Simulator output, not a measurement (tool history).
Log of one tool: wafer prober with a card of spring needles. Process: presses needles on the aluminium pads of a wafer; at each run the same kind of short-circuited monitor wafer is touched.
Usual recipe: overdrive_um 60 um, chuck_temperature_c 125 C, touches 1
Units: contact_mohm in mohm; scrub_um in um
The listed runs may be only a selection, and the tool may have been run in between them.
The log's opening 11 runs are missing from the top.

| run | hour | overdrive_um | chuck_temperature_c | touches | touches since the tips were cleaned | cleanings since the card got new needles | touches since the first contact's height was set | contact_mohm | scrub_um |
|---|---|---|---|---|---|---|---|---|---|
|  | 101.5 | tips cleaned on abrasive film |
| 12 | 110.3 | 60 | 70 | 1 | 4310 | 32 | 70188 | 360 | 7.72 |
| 13 | 116.4 | 60 | 70 | 1 | 7324 | 32 | 73202 | 402 | 7.77 |
|  | 118.8 | tips cleaned on abrasive film |
|  | 129.1 | height of the first contact set anew |
| 14 | 129.4 | 60 | 70 | 1 | 5073 | 33 | 124 | 373 | 7.73 |
|  | 136.2 | tips cleaned on abrasive film |
| 15 | 140 | 60 | 70 | 2 | 1879 | 34 | 5340 | 287 | 7.69 |
| 16 | 148.9 | 60 | 31 | 2 | 6247 | 34 | 9708 | 320 | 7.69 |
|  | 149.9 | height of the first contact set anew, once more |
|  | 154.1 | tips cleaned on abrasive film |
| 17 | 159.9 | 60 | 31 | 2 | 2878 | 35 | 4873 | 290 | 7.83 |
|  | 171 | tips cleaned on abrasive film |
| 18 | 171.5 | 60 | 31 | 2 | 245 | 36 | 10559 | 249 | 7.81 |
| 19 | 178.9 | 69 | 35 | 1 | 3865 | 36 | 14179 | 320 | 9 |
|  | 188.6 | tips cleaned on abrasive film |
| 20 | 190.6 | 69 | 35 | 1 | 946 | 37 | 19889 | 267 | 9 |
| 21 | 196 | 60 | 106 | 2 | 3642 | 37 | 22585 | 313 | 7.81 |
|  | 205.6 | tips cleaned on abrasive film |
| 22 | 205.7 | 44 | 106 | 2 | 46 | 38 | 27305 | 281 | 5.7 |
| 23 | 215.4 | 60 | 125 | 1 | 4811 | 38 | 32070 | 370 | 7.79 |
|  | 223.2 | tips cleaned on abrasive film |
| 24 | 224.2 | 73 | 89 | 1 | 463 | 39 | 36361 | 270 | 9.49 |
| 25 | 236.1 | 73 | 89 | 1 | 6343 | 39 | 42241 | 348 | 9.5 |
|  | 240.5 | tips cleaned on abrasive film |
| 26 | 248 | 78 | 57 | 1 | 3682 | 40 | 48049 | 301 | 10.11 |
|  | 257.5 | tips cleaned on abrasive film |
| 27 | 257.5 | 60 | 125 | 2 | 0 | 41 | 52677 | 272 | 7.78 |
| 28 | 268 | 67 | 93 | 1 | 5192 | 41 | 57869 | 352 | 8.67 |
|  | 274.8 | tips cleaned on abrasive film |
| 29 | 277.6 | 43 | 27 | 1 | 1398 | 42 | 62559 | 346 | 5.56 |
| 30 | 287.4 | 43 | 112 | 1 | 6238 | 42 | 67399 | 503 | 5.52 |
|  | 292.1 | tips cleaned on abrasive film |
| 31 | 294.3 | 43 | 112 | 1 | 1091 | 43 | 70735 | 346 | 5.48 |
| 32 | 302.1 | 49 | 54 | 2 | 4908 | 43 | 74552 | 357 | 6.3 |
|  | 310.1 | tips cleaned on abrasive film |
|  | 311.5 | height of the first contact set anew |
| 33 | 312.1 | 49 | 54 | 2 | 849 | 44 | 284 | 282 | 6.42 |
| 34 | 325.8 | 60 | 93 | 2 | 7578 | 44 | 7013 | 337 | 7.85 |
|  | 328 | tips cleaned on abrasive film |
| 35 | 335.3 | 60 | 93 | 2 | 3610 | 45 | 11657 | 312 | 7.82 |

3 ways to go on from here, each from the tool as it stands after run 35. What would each give?
| A | 340.9 | 60 | 45 | 2 | 6391 | 45 | 14438 | ? | ? |
| B | 340.9 | 60 | 123 | 2 | 6391 | 45 | 14438 | ? | ? |
| C | 340.9 | 63 | 125 | 1 | 6391 | 45 | 14438 | ? | ? |

| run | contact_mohm | scrub_um |
|---|---|---|
| A | 325 | 7.81 |
| B | 338 | 7.8 |
| C | 372 | 8.2 |
The same runs, with their run-to-run variation unchanged, on a tool lacking any hidden condition would have given:
| run | contact_mohm | scrub_um |
|---|---|---|
| A | 240 | 7.83 |
| B | 262 | 7.81 |
| C | 259 | 8.21 |
